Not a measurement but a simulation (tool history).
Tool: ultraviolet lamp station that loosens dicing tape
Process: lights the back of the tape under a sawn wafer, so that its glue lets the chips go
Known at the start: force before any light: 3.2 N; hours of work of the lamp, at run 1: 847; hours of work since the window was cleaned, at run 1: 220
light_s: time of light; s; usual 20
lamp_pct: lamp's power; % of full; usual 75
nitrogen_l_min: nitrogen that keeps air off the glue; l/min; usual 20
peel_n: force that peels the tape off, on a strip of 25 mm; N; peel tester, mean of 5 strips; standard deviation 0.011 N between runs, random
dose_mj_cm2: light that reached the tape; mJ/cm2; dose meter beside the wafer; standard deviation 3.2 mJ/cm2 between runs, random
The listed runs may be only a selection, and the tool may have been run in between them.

run,hour,light_s,lamp_pct,nitrogen_l_min,hours of work of the lamp,hours of work since the window was cleaned,peel_n,dose_mj_cm2
1,0.0,20,75,20,847,220,0.717,387
2,36.6,20,75,20,866,239,0.720,386
3,66.6,20,75,20,880,253,0.714,388
4,112.7,20,75,20,903,276,0.724,390
5,153.7,20,75,20,924,297,0.707,378
6,187.9,20,75,20,941,314,0.753,379
7,211.0,19,75,20,952,325,0.790,356
# hour 214.7: window cleaned of glue's vapour
8,231.2,14,64,36,962,8,1.151,217
9,266.4,14,69,27,980,26,1.156,231

Forecast run 10:
10,303.9,14,72,27,999,44,?,?

Run 10 gave peel_n 1.112 N, dose_mj_cm2 238 mJ/cm2.
If the tool had no hidden condition, the same run with the same run-to-run variation would have returned peel_n 0.743 N, dose_mj_cm2 341 mJ/cm2.
